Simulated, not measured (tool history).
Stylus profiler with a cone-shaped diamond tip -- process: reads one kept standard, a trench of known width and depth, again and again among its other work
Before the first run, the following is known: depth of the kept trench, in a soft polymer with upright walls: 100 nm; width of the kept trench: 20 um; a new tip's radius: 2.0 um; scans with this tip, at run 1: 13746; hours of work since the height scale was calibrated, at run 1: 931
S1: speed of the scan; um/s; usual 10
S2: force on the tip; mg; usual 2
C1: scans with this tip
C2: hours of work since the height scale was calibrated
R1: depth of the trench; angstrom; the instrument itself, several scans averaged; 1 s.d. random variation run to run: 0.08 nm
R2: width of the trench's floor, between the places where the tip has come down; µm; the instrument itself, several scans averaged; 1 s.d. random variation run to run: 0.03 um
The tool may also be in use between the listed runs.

run,hour,S1,S2,C1,C2,R1,R2
1,0,10,2,13746,931,1011.7,17.97
# hour 3.5: new tip fitted, height scale calibrated
2,16.5,10,2,117,8,1006.8,18.74
3,29,10,2,230,16,1008.6,18.68
4,40.7,10,2,334,23,1007.8,18.69
5,52,22,2,436,30,1007,18.63
6,67,22,2,571,39,1007.2,18.7
7,75,22,2,643,44,1007.2,18.67
8,83.7,22,2,721,49,1008.8,18.6
9,96.7,10,2,838,57,1007.4,18.64
10,111.5,10,2,971,66,1007,18.62
11,125.6,10,2,1098,74,1006.8,18.66
12,134,19,1.47,1173,79,1005.4,18.63
13,144,12,1.67,1263,86,1006.1,18.63
14,158.7,12,1.67,1395,95,1006.5,18.64
15,168.6,7,3.6,1484,101,1011,18.59
16,180.1,2,1.56,1588,108,1006.4,18.65
17,192.1,2,1.56,1696,115,1005.4,18.62
18,203,2,1.56,1793,121,1007.1,18.58
19,213.1,2,1.56,1884,128,1006.8,18.55
20,223.3,34,3.28,1976,134,1011.8,18.51

Predict each of these 3 candidate next runs independently; none follows another, all start after run 20:
A,234.2,3,4.05,2074,140,?,?
B,234.2,6,3.45,2074,140,?,?
C,234.2,8,4.17,2074,140,?,?

run,R1,R2
A,1011.7,18.62
B,1012,18.6
C,1012.1,18.6
What these runs would have given with no unlogged condition in the tool:
run,R1,R2
A,1011.2,18.77
B,1011.5,18.74
C,1011.6,18.74
